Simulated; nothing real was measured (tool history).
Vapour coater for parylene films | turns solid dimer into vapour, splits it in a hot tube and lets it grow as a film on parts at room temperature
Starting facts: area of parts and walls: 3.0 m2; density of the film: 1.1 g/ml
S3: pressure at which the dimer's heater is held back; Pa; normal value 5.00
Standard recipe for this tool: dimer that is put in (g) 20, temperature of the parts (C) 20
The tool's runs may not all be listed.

Run 1, day 0.000: usual settings. Result: thickness of the film (µm) 3.51.
Run 2, day 0.862: usual settings. Result: thickness of the film (µm) 3.44.
Run 3, day 1.654: usual settings. Result: thickness of the film (µm) 3.44.
At day 2.121: trap's valve overhauled.
Run 4, day 2.675: usual settings but dimer that is put in (g) 14. Result: thickness of the film (µm) 2.69.
Run 5, day 3.325: usual settings but dimer that is put in (g) 14. Result: thickness of the film (µm) 2.69.
Run 6, day 4.200: usual settings. Result: thickness of the film (µm) 3.82.
Run 7, day 4.600: usual settings. Result: thickness of the film (µm) 3.80.
Run 8, day 5.046: usual settings. Result: thickness of the film (µm) 3.78.
Run 9, day 5.450: usual settings but S3 6.01 Pa. Result: thickness of the film (µm) 3.72.
Run 10, day 6.300: usual settings but S3 6.37 Pa. Result: thickness of the film (µm) 3.62.
Run 11, day 7.183: usual settings but temperature of the parts (C) 18. Result: thickness of the film (µm) 4.21.
Run 12, day 7.625: usual settings. Result: thickness of the film (µm) 3.75.
Run 13, day 8.338: usual settings. Result: thickness of the film (µm) 3.70.
Run 14, day 9.158: usual settings. Result: thickness of the film (µm) 3.73.
Run 15, day 9.646: usual settings. Result: thickness of the film (µm) 3.67.
Run 16, day 10.333: usual settings but dimer that is put in (g) 19. Result: thickness of the film (µm) 3.52.
Run 17, day 11.175: usual settings but dimer that is put in (g) 19. Result: thickness of the film (µm) 3.40.
Run 18, day 11.708: usual settings but dimer that is put in (g) 19. Result: thickness of the film (µm) 3.44.
Run 19, day 12.546: usual settings but dimer that is put in (g) 18. Result: thickness of the film (µm) 3.21.
Run 20, day 13.292: usual settings but dimer that is put in (g) 18. Result: thickness of the film (µm) 3.20.
Run 21, day 13.783: usual settings but dimer that is put in (g) 18. Result: thickness of the film (µm) 3.23.
Run 22, day 14.200: usual settings but dimer that is put in (g) 18. Result: thickness of the film (µm) 3.23.
Run 23, day 15.079: usual settings but dimer that is put in (g) 18. Result: thickness of the film (µm) 3.19.
Run 24, day 15.812: usual settings but dimer that is put in (g) 18. Result: thickness of the film (µm) 3.20.
Run 25, day 16.358: usual settings but dimer that is put in (g) 18. Result: thickness of the film (µm) 3.14.
Run 26, day 16.779: usual settings but S3 2.11 Pa. Result: thickness of the film (µm) 3.89.
Run 27, day 17.217: usual settings but dimer that is put in (g) 29. Result: thickness of the film (µm) 5.01.

For run 28, what comes out?
Run 28, day 18.079: usual settings but temperature of the parts (C) 27, S3 8.18 Pa. Result: thickness of the film (µm) ?.

Run 28 produced thickness of the film (µm) 2.29.
The same run, on a tool lacking any hidden state, would have yielded thickness of the film (µm) 2.52.
